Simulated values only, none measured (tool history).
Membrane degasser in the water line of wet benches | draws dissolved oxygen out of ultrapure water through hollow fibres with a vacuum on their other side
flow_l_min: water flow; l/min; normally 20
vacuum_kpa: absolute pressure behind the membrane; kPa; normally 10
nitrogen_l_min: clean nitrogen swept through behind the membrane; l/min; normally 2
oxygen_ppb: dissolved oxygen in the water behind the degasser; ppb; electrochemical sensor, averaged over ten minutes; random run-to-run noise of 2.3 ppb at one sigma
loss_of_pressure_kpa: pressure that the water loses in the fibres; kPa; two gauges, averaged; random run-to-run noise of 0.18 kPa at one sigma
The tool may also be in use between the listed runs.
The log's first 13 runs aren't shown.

Run 14, hour 1015.1: usual settings. Result: oxygen_ppb 238.9 ppb, loss_of_pressure_kpa 31.42 kPa.
Run 15, hour 1115.5: usual settings. Result: oxygen_ppb 237.1 ppb, loss_of_pressure_kpa 31.36 kPa.
Run 16, hour 1189.2: usual settings. Result: oxygen_ppb 242.6 ppb, loss_of_pressure_kpa 31.55 kPa.
Run 17, hour 1272: usual settings but vacuum_kpa 19.1 kPa. Result: oxygen_ppb 437.7 ppb, loss_of_pressure_kpa 31.61 kPa.
Run 18, hour 1363.1: usual settings but vacuum_kpa 7.2 kPa, nitrogen_l_min 1.11 l/min. Result: oxygen_ppb 239.7 ppb, loss_of_pressure_kpa 31.56 kPa.
Run 19, hour 1431.8: usual settings but flow_l_min 22 l/min, vacuum_kpa 8.6 kPa. Result: oxygen_ppb 257.9 ppb, loss_of_pressure_kpa 34.25 kPa.
Run 20, hour 1531.6: usual settings but flow_l_min 17 l/min, vacuum_kpa 8.6 kPa, nitrogen_l_min 4.01 l/min. Result: oxygen_ppb 97.4 ppb, loss_of_pressure_kpa 26.99 kPa.
Run 21, hour 1631.6: usual settings but flow_l_min 29 l/min, vacuum_kpa 8.6 kPa, nitrogen_l_min 4.01 l/min. Result: oxygen_ppb 390.8 ppb, loss_of_pressure_kpa 45.53 kPa.
Run 22, hour 1720.6: usual settings but flow_l_min 29 l/min, vacuum_kpa 8.6 kPa, nitrogen_l_min 4.01 l/min. Result: oxygen_ppb 383.5 ppb, loss_of_pressure_kpa 45.47 kPa.
Run 23, hour 1829.6: usual settings but flow_l_min 29 l/min, vacuum_kpa 8.6 kPa, nitrogen_l_min 4.01 l/min. Result: oxygen_ppb 394.2 ppb, loss_of_pressure_kpa 45.82 kPa.
Run 24, hour 1904.9: usual settings but vacuum_kpa 12.7 kPa. Result: oxygen_ppb 305.8 ppb, loss_of_pressure_kpa 31.64 kPa.
Run 25, hour 1972.7: usual settings but flow_l_min 26 l/min, vacuum_kpa 6.3 kPa, nitrogen_l_min 2.56 l/min. Result: oxygen_ppb 287.3 ppb, loss_of_pressure_kpa 41.28 kPa.
Run 26, hour 2065.6: usual settings but flow_l_min 28 l/min, vacuum_kpa 24.8 kPa, nitrogen_l_min 1.62 l/min. Result: oxygen_ppb 1009.8 ppb, loss_of_pressure_kpa 44.52 kPa.
Run 27, hour 2152.8: usual settings but flow_l_min 18 l/min, vacuum_kpa 24.8 kPa, nitrogen_l_min 3.7 l/min. Result: oxygen_ppb 301.8 ppb, loss_of_pressure_kpa 28.62 kPa.
Run 28, hour 2259.3: usual settings but flow_l_min 13 l/min, vacuum_kpa 16 kPa. Result: oxygen_ppb 211.6 ppb, loss_of_pressure_kpa 20.58 kPa.
Run 29, hour 2351.5: usual settings but flow_l_min 13 l/min, vacuum_kpa 6 kPa. Result: oxygen_ppb 56.9 ppb, loss_of_pressure_kpa 20.48 kPa.
Run 30, hour 2409.1: usual settings but flow_l_min 15 l/min, nitrogen_l_min 3.29 l/min. Result: oxygen_ppb 101.3 ppb, loss_of_pressure_kpa 23.76 kPa.
Run 31, hour 2507.7: usual settings but flow_l_min 13 l/min, vacuum_kpa 8.6 kPa, nitrogen_l_min 4.36 l/min. Result: oxygen_ppb 51.6 ppb, loss_of_pressure_kpa 20.54 kPa.
Run 32, hour 2611.3: usual settings but flow_l_min 13 l/min, vacuum_kpa 8.6 kPa, nitrogen_l_min 4.36 l/min. Result: oxygen_ppb 53.1 ppb, loss_of_pressure_kpa 20.87 kPa.

Alternative continuations, all from the tool just after run 32; predict every row:
Run A, hour 2706.1: usual settings but nitrogen_l_min 1.16 l/min. Result: oxygen_ppb ?, loss_of_pressure_kpa ?.
Run B, hour 2706.1: usual settings but flow_l_min 13 l/min, vacuum_kpa 7.1 kPa, nitrogen_l_min 4.36 l/min. Result: oxygen_ppb ?, loss_of_pressure_kpa ?.
Run C, hour 2706.1: usual settings but flow_l_min 22 l/min, vacuum_kpa 19.5 kPa. Result: oxygen_ppb ?, loss_of_pressure_kpa ?.
Run D, hour 2706.1: usual settings but vacuum_kpa 10.3 kPa, nitrogen_l_min 1.2 l/min. Result: oxygen_ppb ?, loss_of_pressure_kpa ?.

run  oxygen_ppb  loss_of_pressure_kpa
  A       347.8                 31.78
  B        40.7                  20.9
  C       516.1                 34.87
  D       348.9                 31.66
Without the tool's hidden state the same runs would have given:
run  oxygen_ppb  loss_of_pressure_kpa
  A       331.7                 31.07
  B        37.5                 20.43
  C         499                 34.08
  D         333                 30.95
